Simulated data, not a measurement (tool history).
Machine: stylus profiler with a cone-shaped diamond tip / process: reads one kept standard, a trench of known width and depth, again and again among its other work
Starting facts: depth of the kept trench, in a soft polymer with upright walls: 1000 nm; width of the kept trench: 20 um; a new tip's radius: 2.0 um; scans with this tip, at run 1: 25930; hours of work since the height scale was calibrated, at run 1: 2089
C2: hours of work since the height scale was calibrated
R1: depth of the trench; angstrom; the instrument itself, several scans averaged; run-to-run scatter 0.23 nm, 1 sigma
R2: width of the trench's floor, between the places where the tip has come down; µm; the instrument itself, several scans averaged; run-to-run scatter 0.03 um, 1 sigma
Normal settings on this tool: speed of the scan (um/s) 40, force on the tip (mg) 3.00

Run 1, hour 0.0: usual settings; scans with this tip 25930; C2 2089. Result: R1 10120.7 angstrom, R2 14.15 µm.
Run 2, hour 48.2: usual settings; scans with this tip 26408; C2 2128. Result: R1 10123.9 angstrom, R2 14.08 µm.
Run 3, hour 146.3: usual settings; scans with this tip 27381; C2 2206. Result: R1 10123.3 angstrom, R2 14.04 µm.
Run 4, hour 231.3: usual settings; scans with this tip 28224; C2 2274. Result: R1 10126.4 angstrom, R2 13.97 µm.
Run 5, hour 311.8: usual settings; scans with this tip 29023; C2 2338. Result: R1 10127.0 angstrom, R2 13.91 µm.
At hour 372.5: height scale calibrated on a step standard.
Run 6, hour 396.3: usual settings but force on the tip (mg) 3.92; scans with this tip 29856; C2 19. Result: R1 10160.9 angstrom, R2 13.91 µm.
Run 7, hour 437.8: usual settings but speed of the scan (um/s) 55; scans with this tip 30268; C2 52. Result: R1 10143.7 angstrom, R2 13.76 µm.
Run 8, hour 525.6: usual settings but speed of the scan (um/s) 55; scans with this tip 31138; C2 122. Result: R1 10148.3 angstrom, R2 13.73 µm.
At hour 591.2: new tip fitted, height scale calibrated.
Run 9, hour 612.2: usual settings; scans with this tip 208; C2 17. Result: R1 10090.9 angstrom, R2 16.24 µm.
Run 10, hour 681.5: usual settings; scans with this tip 896; C2 72. Result: R1 10096.2 angstrom, R2 16.16 µm.
At hour 744.1: height scale calibrated on a step standard, once more.
Run 11, hour 753.0: usual settings; scans with this tip 1600; C2 7. Result: R1 10094.5 angstrom, R2 16.08 µm.
Run 12, hour 835.1: usual settings; scans with this tip 2415; C2 73. Result: R1 10094.7 angstrom, R2 16.06 µm.
Run 13, hour 928.8: usual settings; scans with this tip 3343; C2 148. Result: R1 10096.9 angstrom, R2 15.93 µm.
Run 14, hour 1010.1: usual settings but speed of the scan (um/s) 139; scans with this tip 4150; C2 213. Result: R1 10099.0 angstrom, R2 15.37 µm.
Run 15, hour 1070.1: usual settings but speed of the scan (um/s) 34, force on the tip (mg) 2.69; scans with this tip 4745; C2 260. Result: R1 10091.3 angstrom, R2 15.83 µm.
Run 16, hour 1161.5: usual settings but speed of the scan (um/s) 158, force on the tip (mg) 2.70; scans with this tip 5652; C2 334. Result: R1 10092.6 angstrom, R2 15.19 µm.
Run 17, hour 1220.6: usual settings but speed of the scan (um/s) 134, force on the tip (mg) 5.60; scans with this tip 6238; C2 381. Result: R1 10146.8 angstrom, R2 15.34 µm.
Run 18, hour 1290.3: usual settings but speed of the scan (um/s) 134, force on the tip (mg) 5.60; scans with this tip 6930; C2 436. Result: R1 10143.9 angstrom, R2 15.35 µm.
Run 19, hour 1364.0: usual settings but speed of the scan (um/s) 17, force on the tip (mg) 2.80; scans with this tip 7661; C2 495. Result: R1 10098.1 angstrom, R2 15.61 µm.
Run 20, hour 1456.1: usual settings but speed of the scan (um/s) 45, force on the tip (mg) 1.20; scans with this tip 8574; C2 569. Result: R1 10055.7 angstrom, R2 15.33 µm.
Run 21, hour 1552.7: usual settings but speed of the scan (um/s) 45, force on the tip (mg) 1.20; scans with this tip 9533; C2 646. Result: R1 10064.0 angstrom, R2 15.18 µm.
Run 22, hour 1635.5: usual settings but speed of the scan (um/s) 156; scans with this tip 10354; C2 712. Result: R1 10105.9 angstrom, R2 14.77 µm.
Run 23, hour 1698.6: usual settings but speed of the scan (um/s) 12, force on the tip (mg) 1.65; scans with this tip 10979; C2 763. Result: R1 10075.0 angstrom, R2 15.27 µm.

Predict each of these 4 candidate next runs independently; none follows another, all start after run 23:
Run A, hour 1758.9: usual settings but speed of the scan (um/s) 62, force on the tip (mg) 1.07; scans with this tip 11578; C2 811. Result: R1 ?, R2 ?.
Run B, hour 1758.9: usual settings but speed of the scan (um/s) 37, force on the tip (mg) 4.41; scans with this tip 11578; C2 811. Result: R1 ?, R2 ?.
Run C, hour 1758.9: usual settings but speed of the scan (um/s) 10, force on the tip (mg) 2.00; scans with this tip 11578; C2 811. Result: R1 ?, R2 ?.
Run D, hour 1758.9: usual settings but speed of the scan (um/s) 30, force on the tip (mg) 2.98; scans with this tip 11578; C2 811. Result: R1 ?, R2 ?.

run       R1     R2
  A  10059.3  14.87
  B  10130.9  15.15
  C  10080.4  15.27
  D  10106.0  15.21
With the hidden condition removed and each run's random variation left untouched, the same runs would have given:
run       R1     R2
  A  10048.1  16.08
  B  10119.6  16.37
  C  10069.2  16.48
  D  10094.8  16.43

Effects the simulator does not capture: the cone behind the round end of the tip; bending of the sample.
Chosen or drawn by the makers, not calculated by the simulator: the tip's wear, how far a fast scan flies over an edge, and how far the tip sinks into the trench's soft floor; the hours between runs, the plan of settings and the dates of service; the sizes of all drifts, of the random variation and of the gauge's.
